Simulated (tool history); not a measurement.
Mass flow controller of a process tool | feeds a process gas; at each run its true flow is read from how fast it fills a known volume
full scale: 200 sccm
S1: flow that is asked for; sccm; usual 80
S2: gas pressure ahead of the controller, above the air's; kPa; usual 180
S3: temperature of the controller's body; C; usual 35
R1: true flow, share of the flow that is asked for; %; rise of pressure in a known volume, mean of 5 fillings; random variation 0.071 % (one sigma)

run	hour	S1	S2	S3	R1
1	0	80	180	35	99.5
2	93.1	94	180	35	99.57
3	163.6	94	270	35	100.35
4	278.3	80	180	35	99.52
5	379.9	80	180	35	99.57
6	445.5	80	180	35	99.53
7	547.6	80	180	35	99.54
8	671.9	80	180	35	99.52
9	739.2	80	231	35	99.88
10	861.8	80	180	35	99.53
11	973.1	80	180	35	99.49
12	1034.8	80	180	35	99.37
13	1161.6	80	180	35	99.45
14	1288.7	80	180	35	99.49
15	1366.2	132	180	35	99.85
16	1500.5	80	180	21	98.92
17	1600	80	180	23	99.02
18	1733.1	80	180	23	98.97
19	1835.3	80	180	23	99.06
20	1895.1	80	180	32	99.25
21	1987.3	80	180	32	99.37
22	2106.1	80	180	32	99.29
23	2194.4	27	180	35	99.11
24	2300	27	180	35	99.03
25	2421.7	80	180	25	99.04
26	2521.4	47	200	39	99.57
27	2655	137	200	37	100.04
28	2751.5	37	155	35	98.94
29	2884.9	73	162	23	98.68
30	2981.7	73	162	23	98.77
31	3088.8	80	180	22	99.01
32	3212.4	80	180	22	98.98
33	3324	80	153	27	98.93
34	3426	76	171	22	98.76
35	3490.9	76	171	22	98.7
36	3546.8	114	168	29	99.43
37	3656.8	80	268	35	100.15
38	3735	80	268	35	100.26
39	3848.6	134	268	24	100.05
40	3976.5	134	268	24	100.02
41	4081.3	134	268	24	100.04
42	4218	134	268	24	99.99
43	4320.5	134	268	24	100
44	4435.7	128	222	33	99.93
45	4532	50	148	30	98.78
46	4625.1	131	156	22	99.12
47	4738.1	131	264	31	100.18

Not shown: 2 entries that the log had between the listed runs. Between which runs, and how does the tool's hidden state differ before and after?
Between runs 20 and 21: controller's zero set anew (hour 1951.9)
  flow at rest that the sensor doesn't see, % of full scale: -0.006 -> 0
Between runs 38 and 39: controller exchanged for a calibrated one (hour 3841.4)
  flow at rest that the sensor doesn't see, % of full scale: -0.002 -> 0; true flow over the shown one, %: -0.01 -> 0
